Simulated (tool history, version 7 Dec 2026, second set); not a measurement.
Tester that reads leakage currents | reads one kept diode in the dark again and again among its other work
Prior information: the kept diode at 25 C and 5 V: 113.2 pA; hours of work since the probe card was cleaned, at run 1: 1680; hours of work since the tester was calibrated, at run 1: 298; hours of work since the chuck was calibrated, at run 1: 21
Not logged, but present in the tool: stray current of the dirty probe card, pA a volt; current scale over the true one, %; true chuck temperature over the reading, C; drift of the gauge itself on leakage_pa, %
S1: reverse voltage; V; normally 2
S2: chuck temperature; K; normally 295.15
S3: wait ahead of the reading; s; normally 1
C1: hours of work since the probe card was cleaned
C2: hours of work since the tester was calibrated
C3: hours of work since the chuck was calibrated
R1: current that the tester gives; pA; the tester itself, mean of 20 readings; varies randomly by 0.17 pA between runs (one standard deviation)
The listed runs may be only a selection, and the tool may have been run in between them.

run,hour,S1,S2,S3,C1,C2,C3,R1
1,0,2,295.15,1,1680,298,21,53.05
2,23.3,2,295.15,1,1692,311,33,53.31
3,52.7,2,295.15,1,1708,327,49,53.25
4,69.1,2,295.15,1,1717,336,58,53.22
5,83.6,2,317.15,1,1725,344,66,396.44
6,104.1,2,295.15,1.97,1737,355,78,52.63
7,128.9,2,295.15,1,1750,369,91,53.02
8,150.3,2,295.15,1,1762,381,103,52.78
9,167.2,2,295.15,1,1771,390,112,52.5
10,195.8,2,295.15,1,1787,405,128,52.16
11,211,2,295.15,1,1795,414,136,52.1
12,227,2,295.15,1,1804,422,145,52.4
13,248.6,2,295.15,1,1815,434,156,52.17
# hour 252.7: chuck's temperature calibrated
14,279.5,2,295.15,1,1831,450,15,51.1
15,295.9,2,301.15,1,1840,459,24,89.87
# hour 308.5: chuck's temperature calibrated, once more
16,310.7,2,301.15,1,1847,466,1,96.62
17,333.8,1.69,301.15,1,1860,479,14,88.42
18,361.3,2.18,301.15,1,1875,494,29,100.43
19,376.7,2.18,301.15,1,1883,502,37,100.84
20,399.5,2.18,301.15,1,1896,514,50,100.1
21,412.7,2.18,301.15,1,1903,522,57,100.39
22,440.6,2.18,301.15,1,1918,537,72,99.48
23,453.1,2.18,301.15,1,1925,544,79,99.83
24,483.2,5.78,318.15,5.52,1941,560,95,747.35
25,497.7,5.78,318.15,5.52,1949,568,103,747.25
26,520.5,1.43,294.15,1.43,1962,581,116,40.8
27,534.5,1.43,294.15,1.43,1969,588,123,40.71
28,564.3,1.36,297.15,1,1986,604,140,52.94
29,592.4,4.1,318.15,1,2001,620,155,623.85
30,614.4,5.53,302.15,0.69,2013,632,167,175.43
31,633.7,8.87,295.15,0.91,2024,642,178,117.76
32,656,8.87,295.15,0.5,2036,654,190,118.81
33,686.2,1.72,294.15,0.53,2052,671,206,44.39
34,705.2,16.02,312.15,0.62,2063,681,217,739.9
35,733.4,1.94,312.15,0.34,2078,697,232,248.32
36,764.1,4.04,295.15,1.9,2095,714,249,75.42
37,793.9,4.04,293.15,4.43,2111,730,265,62.01
38,810,3.48,293.15,1.78,2120,739,274,57.53
39,833.4,8.77,295.15,0.72,2133,751,287,115.02

Consider 4 possible next runs. They are alternatives, not a sequence: every one starts from the tool as it was left by run 39. What does each give?
A,855.6,2,295.15,1.09,2145,763,299,?
B,855.6,2.52,298.15,0.72,2145,763,299,?
C,855.6,2.28,295.15,1,2145,763,299,?
D,855.6,4.01,308.15,0.65,2145,763,299,?

run,R1
A,51.53
B,77.62
C,54.93
D,248.1
Stripped of hidden state, with their random variation kept, the same runs would have yielded:
run,R1
A,53.18
B,80.49
C,56.56
D,260.13

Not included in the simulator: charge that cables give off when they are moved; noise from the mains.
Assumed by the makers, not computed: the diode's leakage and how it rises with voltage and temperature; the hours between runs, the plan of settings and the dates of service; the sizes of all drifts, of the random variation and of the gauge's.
